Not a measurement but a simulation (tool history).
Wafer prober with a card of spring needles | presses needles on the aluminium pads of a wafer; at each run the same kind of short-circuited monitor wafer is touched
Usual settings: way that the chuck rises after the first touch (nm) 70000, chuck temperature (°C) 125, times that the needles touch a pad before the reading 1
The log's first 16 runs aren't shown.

run	hour	way that the chuck rises after the first touch (nm)	chuck temperature (°C)	times that the needles touch a pad before the reading	resistance of one needle with its contact and lead (mohm)	way that a needle slides on the pad (nm)
# hour 114.6: tips cleaned on abrasive film
17	118.9	70000	125	1	179	9530
# hour 121.8: tips cleaned on abrasive film
18	127.5	83000	125	1	173	11240
# hour 128.8: tips cleaned on abrasive film
19	132.8	70000	125	2	179	9440
# hour 136.0: tips cleaned on abrasive film
20	140.8	63000	116	2	176	8530
# hour 143.0: tips cleaned on abrasive film
21	148.6	63000	34	3	163	8520
# hour 150.3: tips cleaned on abrasive film
22	152.9	63000	34	3	162	8600
# hour 157.4: tips cleaned on abrasive film
23	162.6	52000	80	1	176	6970
# hour 164.3: tips cleaned on abrasive film
24	169.9	88000	125	1	177	12060
# hour 171.7: tips cleaned on abrasive film
25	175.8	70000	105	3	172	9520
# hour 179.0: tips cleaned on abrasive film
26	183.5	70000	105	3	173	9570
# hour 186.6: tips cleaned on abrasive film
27	187.6	70000	56	1	166	9450
28	192.6	70000	56	1	169	9430
# hour 193.4: tips cleaned on abrasive film
29	196.8	70000	56	1	166	9550
# hour 200.7: tips cleaned on abrasive film
30	204.2	57000	125	2	183	7630
# hour 207.7: tips cleaned on abrasive film
31	208.9	70000	125	1	176	9470
# hour 215.2: tips cleaned on abrasive film
32	215.9	70000	28	3	160	9460
# hour 222.2: tips cleaned on abrasive film
33	222.8	70000	28	3	160	9470
34	228.1	58000	31	1	163	7900

Forecast each of these 3 alternatives for the next run:
# hour 229.6: tips cleaned on abrasive film
A	233.9	70000	125	3	?	?
# hour 229.6: tips cleaned on abrasive film
B	233.9	86000	79	2	?	?
# hour 229.6: tips cleaned on abrasive film
C	233.9	57000	31	1	?	?

run	resistance of one needle with its contact and lead (mohm)	way that a needle slides on the pad (nm)
A	178	9440
B	165	11690
C	162	7620
Without the tool's hidden state the same runs would have given:
run	resistance of one needle with its contact and lead (mohm)	way that a needle slides on the pad (nm)
A	178	9450
B	165	11710
C	162	7630
